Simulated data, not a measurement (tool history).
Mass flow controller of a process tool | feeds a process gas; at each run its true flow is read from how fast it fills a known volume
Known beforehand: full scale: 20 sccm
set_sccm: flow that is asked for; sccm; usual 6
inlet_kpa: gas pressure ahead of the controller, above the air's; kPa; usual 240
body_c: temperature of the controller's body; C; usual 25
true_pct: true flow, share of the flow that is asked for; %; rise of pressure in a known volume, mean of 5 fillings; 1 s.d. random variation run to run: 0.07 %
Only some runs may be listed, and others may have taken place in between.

run 1 hour=0.0 | set_sccm=6 inlet_kpa=240 body_c=25 | true_pct=97.89
run 2 hour=94.9 | set_sccm=6 inlet_kpa=240 body_c=25 | true_pct=97.90
run 3 hour=217.8 | set_sccm=6 inlet_kpa=240 body_c=25 | true_pct=97.83
run 4 hour=306.6 | set_sccm=6 inlet_kpa=240 body_c=25 | true_pct=97.74
run 5 hour=449.9 | set_sccm=6 inlet_kpa=240 body_c=25 | true_pct=97.67
run 6 hour=534.2 | set_sccm=6 inlet_kpa=240 body_c=25 | true_pct=97.68
run 7 hour=644.7 | set_sccm=6 inlet_kpa=240 body_c=25 | true_pct=97.80
run 8 hour=708.3 | set_sccm=6 inlet_kpa=240 body_c=25 | true_pct=97.71
run 9 hour=804.7 | set_sccm=7 inlet_kpa=240 body_c=25 | true_pct=97.79
run 10 hour=942.9 | set_sccm=6 inlet_kpa=240 body_c=25 | true_pct=97.60
run 11 hour=1038.5 | set_sccm=6 inlet_kpa=240 body_c=25 | true_pct=97.51
run 12 hour=1138.3 | set_sccm=6 inlet_kpa=240 body_c=25 | true_pct=97.55
run 13 hour=1265.6 | set_sccm=6 inlet_kpa=240 body_c=25 | true_pct=97.56
run 14 hour=1380.2 | set_sccm=5 inlet_kpa=240 body_c=25 | true_pct=97.23
run 15 hour=1467.9 | set_sccm=3 inlet_kpa=160 body_c=35 | true_pct=94.60
run 16 hour=1532.9 | set_sccm=3 inlet_kpa=160 body_c=31 | true_pct=95.03
run 17 hour=1630.1 | set_sccm=6 inlet_kpa=275 body_c=37 | true_pct=96.51
run 18 hour=1715.7 | set_sccm=9 inlet_kpa=172 body_c=27 | true_pct=97.50
run 19 hour=1845.5 | set_sccm=9 inlet_kpa=169 body_c=27 | true_pct=97.47
run 20 hour=1924.2 | set_sccm=9 inlet_kpa=238 body_c=25 | true_pct=97.99
run 21 hour=2022.7 | set_sccm=6 inlet_kpa=177 body_c=37 | true_pct=95.81
run 22 hour=2160.1 | set_sccm=6 inlet_kpa=177 body_c=37 | true_pct=95.79
run 23 hour=2276.6 | set_sccm=8 inlet_kpa=224 body_c=24 | true_pct=97.67
run 24 hour=2392.5 | set_sccm=8 inlet_kpa=224 body_c=40 | true_pct=96.07
run 25 hour=2512.4 | set_sccm=8 inlet_kpa=224 body_c=40 | true_pct=96.12
run 26 hour=2616.3 | set_sccm=2 inlet_kpa=183 body_c=39 | true_pct=92.45
run 27 hour=2736.6 | set_sccm=2 inlet_kpa=183 body_c=24 | true_pct=93.83

Forecast each of these 4 alternatives for the next run:
run A hour=2886.7 | set_sccm=6 inlet_kpa=240 body_c=23 | true_pct=?
run B hour=2886.7 | set_sccm=3 inlet_kpa=240 body_c=23 | true_pct=?
run C hour=2886.7 | set_sccm=2 inlet_kpa=154 body_c=32 | true_pct=?
run D hour=2886.7 | set_sccm=6 inlet_kpa=258 body_c=25 | true_pct=?

run=A true_pct=97.26
run=B true_pct=95.52
run=C true_pct=92.76
run=D true_pct=97.21
Stripped of hidden state, with their random variation kept, the same runs would have yielded:
run=A true_pct=99.37
run=B true_pct=99.07
run=C true_pct=97.76
run=D true_pct=99.32
